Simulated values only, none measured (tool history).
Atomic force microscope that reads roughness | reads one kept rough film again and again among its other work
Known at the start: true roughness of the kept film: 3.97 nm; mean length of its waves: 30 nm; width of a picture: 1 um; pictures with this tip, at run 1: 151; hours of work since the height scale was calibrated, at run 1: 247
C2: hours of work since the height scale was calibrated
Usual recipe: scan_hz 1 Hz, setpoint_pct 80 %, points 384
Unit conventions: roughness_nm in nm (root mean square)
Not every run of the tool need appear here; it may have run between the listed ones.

Run 1, day 0: usual settings; pictures with this tip 151; C2 247. Result: roughness_nm 2.271 nm (root mean square).
Run 2, day 0.467: usual settings; pictures with this tip 164; C2 253. Result: roughness_nm 2.254 nm (root mean square).
At day 0.558: new tip fitted.
Run 3, day 1.288: usual settings; pictures with this tip 21; C2 265. Result: roughness_nm 2.959 nm (root mean square).
Run 4, day 1.733: usual settings but points 501; pictures with this tip 33; C2 271. Result: roughness_nm 2.908 nm (root mean square).
Run 5, day 2.188: usual settings but points 501; pictures with this tip 46; C2 278. Result: roughness_nm 2.82 nm (root mean square).
Run 6, day 2.562: usual settings but points 501; pictures with this tip 57; C2 284. Result: roughness_nm 2.779 nm (root mean square).
Run 7, day 3.121: usual settings but points 501; pictures with this tip 73; C2 292. Result: roughness_nm 2.658 nm (root mean square).
Run 8, day 3.871: usual settings but setpoint_pct 77 %, points 717; pictures with this tip 94; C2 303. Result: roughness_nm 2.605 nm (root mean square).
Run 9, day 4.283: usual settings but setpoint_pct 56 %, points 1014; pictures with this tip 106; C2 309. Result: roughness_nm 2.666 nm (root mean square).
Run 10, day 5.004: usual settings but scan_hz 1.62 Hz, setpoint_pct 65 %, points 258; pictures with this tip 126; C2 319. Result: roughness_nm 2.434 nm (root mean square).
Run 11, day 5.6: usual settings but scan_hz 1.39 Hz, setpoint_pct 59 %, points 272; pictures with this tip 143; C2 328. Result: roughness_nm 2.419 nm (root mean square).

3 options for the next run, each taken on its own from the tool as it stands now. Forecast them:
Run A, day 6.225: usual settings but scan_hz 0.72 Hz; pictures with this tip 161; C2 337. Result: roughness_nm ?.
Run B, day 6.225: usual settings but scan_hz 0.96 Hz, setpoint_pct 79 %, points 380; pictures with this tip 161; C2 337. Result: roughness_nm ?.
Run C, day 6.225: usual settings but scan_hz 2.07 Hz, setpoint_pct 90 %, points 551; pictures with this tip 161; C2 337. Result: roughness_nm ?.

run  roughness_nm
  A         2.305
  B         2.275
  C          1.93
What these runs would have given with no unlogged condition in the tool:
run  roughness_nm
  A         3.164
  B         3.122
  C         2.649
